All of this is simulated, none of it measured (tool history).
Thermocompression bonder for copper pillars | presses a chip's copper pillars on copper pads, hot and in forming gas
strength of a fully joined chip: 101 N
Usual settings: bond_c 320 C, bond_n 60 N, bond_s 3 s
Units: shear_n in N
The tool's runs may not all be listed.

run   hour  bond_c  bond_n  bond_s  shear_n
  1      0     320      60       3     73.3
      17.8  -- forming gas filter changed
  2     31     320      60       7     89.2
  3   61.7     320      60       7     88.8
  4   85.3     328      60       3     79.4
  5  119.3     320      60       2     68.3
  6    138     320      60       2     68.3
  7  176.3     326      55       2       68
     181.1  -- force cell calibrated
  8  200.6     326      55       3     75.2
  9  225.4     326      55       3       75
 10  268.5     326      55       3     74.6
 11  309.5     326      55       3     74.5

Measured less the same run without the tool's hidden state. The same run-to-run variation is in both; the gauge's scatter may not be:
The hidden state here: true temperature of the bond over the reading, C; force that reaches the chip, % of what is set; oxide that the forming gas leaves, % of the face; drift of the gauge itself on shear_n, %.
run  shear_n
  1     -2.1
  2     +0.5
  3     +0.2
  4     +0.3
  5     +0.3
  6     +0.2
  7     -0.1
  8     -0.3
  9     -0.4
 10     -0.7
 11     -0.9

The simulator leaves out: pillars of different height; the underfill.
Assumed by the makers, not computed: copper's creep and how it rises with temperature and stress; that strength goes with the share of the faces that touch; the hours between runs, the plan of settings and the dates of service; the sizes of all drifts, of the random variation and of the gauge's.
